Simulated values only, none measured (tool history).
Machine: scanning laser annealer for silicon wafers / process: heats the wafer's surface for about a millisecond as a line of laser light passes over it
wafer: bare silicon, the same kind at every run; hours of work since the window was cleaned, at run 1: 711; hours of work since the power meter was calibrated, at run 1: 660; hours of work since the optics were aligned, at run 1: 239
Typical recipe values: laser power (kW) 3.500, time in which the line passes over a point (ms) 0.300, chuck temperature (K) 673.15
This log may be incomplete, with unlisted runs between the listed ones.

run,hour,laser power (kW),time in which the line passes over a point (ms),chuck temperature (K),hours of work since the window was cleaned,hours of work since the power meter was calibrated,hours of work since the optics were aligned,highest temperature of the surface (K)
1,0.0,3.500,0.300,673.15,711,660,239,1383.15
2,27.4,3.500,0.300,673.15,725,675,254,1385.15
# hour 55.2: window over the wafer cleaned
3,92.8,3.841,0.300,673.15,20,709,288,1481.15
4,144.9,2.980,0.300,673.15,48,737,316,1299.15
5,186.0,3.500,0.300,673.15,71,759,339,1410.15
6,247.8,3.500,0.300,673.15,104,793,372,1404.15
# hour 256.0: laser's power meter calibrated
7,318.5,3.500,0.300,673.15,141,34,408,1403.15
8,348.1,3.677,0.311,673.15,157,50,424,1453.15
9,413.9,3.677,0.316,658.15,192,85,460,1447.15
10,467.4,3.500,0.298,673.15,221,114,489,1400.15
# hour 495.0: laser's power meter calibrated, once more
11,526.2,3.500,0.298,673.15,251,17,519,1389.15
12,576.1,3.500,0.217,673.15,278,44,546,1298.15
13,643.1,3.275,0.300,710.15,314,80,582,1381.15

Below, each run's measurement less what the same run would have read without the hidden state. Both values contain the same run-to-run variation, but the gauge's scatter may not be the same in both:
The tool's hidden condition here consists of: light that passes the window, % of a clean one's; laser's true power over the reading, %; width of the line over the set one, %; drift of the gauge itself on peak_c, C.
run,highest temperature of the surface (K)
1,-28.00
2,-28.00
3,-2.00
4,-3.00
5,-4.00
6,-6.00
7,-7.00
8,-8.00
9,-10.00
10,-11.00
11,-19.00
12,-18.00
13,-20.00
